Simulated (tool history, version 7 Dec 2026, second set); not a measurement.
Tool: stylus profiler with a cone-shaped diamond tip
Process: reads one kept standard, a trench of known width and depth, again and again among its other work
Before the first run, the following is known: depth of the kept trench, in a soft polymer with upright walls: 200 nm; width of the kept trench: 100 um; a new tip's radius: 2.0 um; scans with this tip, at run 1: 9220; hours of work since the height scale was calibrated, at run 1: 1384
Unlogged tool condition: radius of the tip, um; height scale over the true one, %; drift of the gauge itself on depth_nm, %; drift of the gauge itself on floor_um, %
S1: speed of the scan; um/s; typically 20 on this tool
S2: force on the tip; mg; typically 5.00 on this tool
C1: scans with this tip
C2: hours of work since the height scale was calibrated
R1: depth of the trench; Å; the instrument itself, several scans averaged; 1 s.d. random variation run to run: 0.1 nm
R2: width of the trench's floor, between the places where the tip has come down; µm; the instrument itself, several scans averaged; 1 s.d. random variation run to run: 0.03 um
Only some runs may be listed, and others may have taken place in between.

run   hour  S1    S2     C1    C2      R1     R2
  1    0.0  20  5.00   9220  1384  2010.0  97.78
  2   41.4  20  5.00   9382  1408  2011.4  97.86
  3   91.3  20  5.00   9576  1437  2009.8  97.80
  4  181.5  20  5.00   9929  1490  2009.9  97.77
  5  255.9  20  5.00  10219  1534  2009.0  97.79
  6  299.6  20  5.00  10390  1559  2008.5  97.76
  7  364.1  20  4.20  10642  1597  2006.2  97.72
  8  447.1  36  9.61  10965  1646  2016.9  97.69
  9  491.4  45  1.86  11138  1672  1996.8  97.54
 10  545.6  11  1.86  11350  1703  1996.8  97.70
 11  600.1  23  2.20  11563  1735  1997.5  97.70
 12  637.0  24  5.00  11707  1757  2007.3  97.69
 13  725.2  50  1.68  12051  1808  1994.5  97.49
 14  791.8  50  1.68  12311  1847  1994.3  97.46

Subtracting, for every run, the result it would have given without the tool's unlogged condition from the measured result gives the following. The same run-to-run variation enters both numbers; the gauge's scatter may not:
run     R1     R2
  1  -12.3  -0.39
  2  -12.4  -0.40
  3  -12.7  -0.40
  4  -13.2  -0.42
  5  -13.6  -0.43
  6  -13.8  -0.44
  7  -14.1  -0.45
  8  -14.8  -0.46
  9  -14.8  -0.47
 10  -15.1  -0.48
 11  -15.4  -0.49
 12  -15.6  -0.50
 13  -15.9  -0.51
 14  -16.3  -0.52
